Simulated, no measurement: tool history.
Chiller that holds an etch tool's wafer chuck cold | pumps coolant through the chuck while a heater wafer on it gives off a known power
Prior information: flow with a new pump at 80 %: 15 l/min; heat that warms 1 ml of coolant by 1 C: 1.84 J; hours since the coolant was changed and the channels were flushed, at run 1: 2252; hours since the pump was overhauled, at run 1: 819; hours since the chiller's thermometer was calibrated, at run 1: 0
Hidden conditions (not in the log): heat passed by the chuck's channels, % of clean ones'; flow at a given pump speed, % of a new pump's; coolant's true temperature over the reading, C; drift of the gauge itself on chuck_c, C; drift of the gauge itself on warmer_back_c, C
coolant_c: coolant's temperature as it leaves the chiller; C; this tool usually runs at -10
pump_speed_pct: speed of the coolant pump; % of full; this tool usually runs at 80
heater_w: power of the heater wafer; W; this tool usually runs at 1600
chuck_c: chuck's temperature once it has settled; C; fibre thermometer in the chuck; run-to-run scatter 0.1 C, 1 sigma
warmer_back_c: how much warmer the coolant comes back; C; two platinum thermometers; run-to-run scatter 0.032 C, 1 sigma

run   hour  coolant_c  pump_speed_pct  heater_w  hours since the coolant was changed and the channels were flushed  hours since the pump was overhauled  hours since the chiller's thermometer was calibrated  chuck_c  warmer_back_c
  1    0.0        -10              80      1600                                                               2252                                  819                                                     0      1.2           3.61
  2   37.5        -10              80      1600                                                               2289                                  856                                                    37      1.4           3.59
  3   59.8        -10              80      1600                                                               2312                                  879                                                    60      1.2           3.60
  4   77.4        -10              80      1600                                                               2329                                  896                                                    77      1.4           3.60
  5   98.8        -10              80      1600                                                               2351                                  918                                                    99      1.3           3.61
  6  127.8        -10              80      1600                                                               2380                                  947                                                   128      1.4           3.60
  7  163.1        -10              76      1600                                                               2415                                  982                                                   163      1.8           3.82
  8  199.9        -10              76      1600                                                               2452                                 1019                                                   200      1.7           3.81
  9  230.2        -10              76      1600                                                               2482                                 1049                                                   230      1.5           3.79
 10  257.0        -10              76      1600                                                               2509                                 1076                                                   257      1.9           3.84
 11  292.0        -10              76      1600                                                               2544                                 1111                                                   292      1.9           3.87
 12  321.0        -10              80      1600                                                               2573                                 1140                                                   321      1.3           3.63
 13  342.4        -10              80      1245                                                               2594                                 1161                                                   342     -1.1           2.77
 14  358.2        -10              80      1245                                                               2610                                 1177                                                   358     -1.0           2.86
 15  388.6        -10              91      1600                                                               2641                                 1208                                                   389      0.6           3.11
 16  409.5         -4              76      1292                                                               2662                                 1228                                                   410      5.6           3.09
 17  437.5        -10              97      1673                                                               2689                                 1256                                                   437      0.7           3.04
 18  473.8        -16              72       953                                                               2726                                 1293                                                   474     -8.6           2.50
     477.0  -- chiller's thermometer calibrated
 19  511.4        -16              72       953                                                               2762                                 1329                                                    34     -8.9           2.49
 20  531.5         -4              97       899                                                               2783                                 1349                                                    54      1.7           1.65
     540.0  -- coolant changed, channels flushed
 21  570.2         -3              97       801                                                                 30                                 1382                                                    87      1.4           1.54
 22  597.6        -15              97      1059                                                                 58                                 1410                                                   115     -9.0           1.94
     601.4  -- chiller's thermometer calibrated, once more
 23  622.8        -20              97      1105                                                                 82                                 1434                                                    21    -13.5           2.04
 24  659.3        -10              71      1504                                                                118                                 1470                                                    58      1.0           3.99
 25  683.1        -14              98      1457                                                                142                                 1494                                                    82     -5.3           2.68
 26  717.7        -14              85      1457                                                                177                                 1529                                                   116     -4.6           3.13
 27  751.7        -14              85      1457                                                                211                                 1563                                                   150     -4.5           3.09
 28  783.4        -16              80      2286                                                                242                                 1594                                                   182     -0.4           5.27
 29  808.5        -16              80      2286                                                                268                                 1619                                                   207     -0.5           5.23

Predict each of these 4 candidate next runs independently; none follows another, all start after run 29:
  A  840.6        -16              83      2286                                                                300                                 1652                                                   239        ?              ?
  B  840.6         -2              80      1708                                                                300                                 1652                                                   239        ?              ?
  C  840.6         -9              87       930                                                                300                                 1652                                                   239        ?              ?
  D  840.6         -5              94       941                                                                300                                 1652                                                   239        ?              ?

run  chuck_c  warmer_back_c
  A     -0.8           5.01
  B      9.5           3.93
  C     -2.9           1.97
  D      0.7           1.80
Without the tool's hidden state the same runs would have given:
run  chuck_c  warmer_back_c
  A     -1.6           4.71
  B      8.9           3.69
  C     -3.2           1.85
  D      0.4           1.69
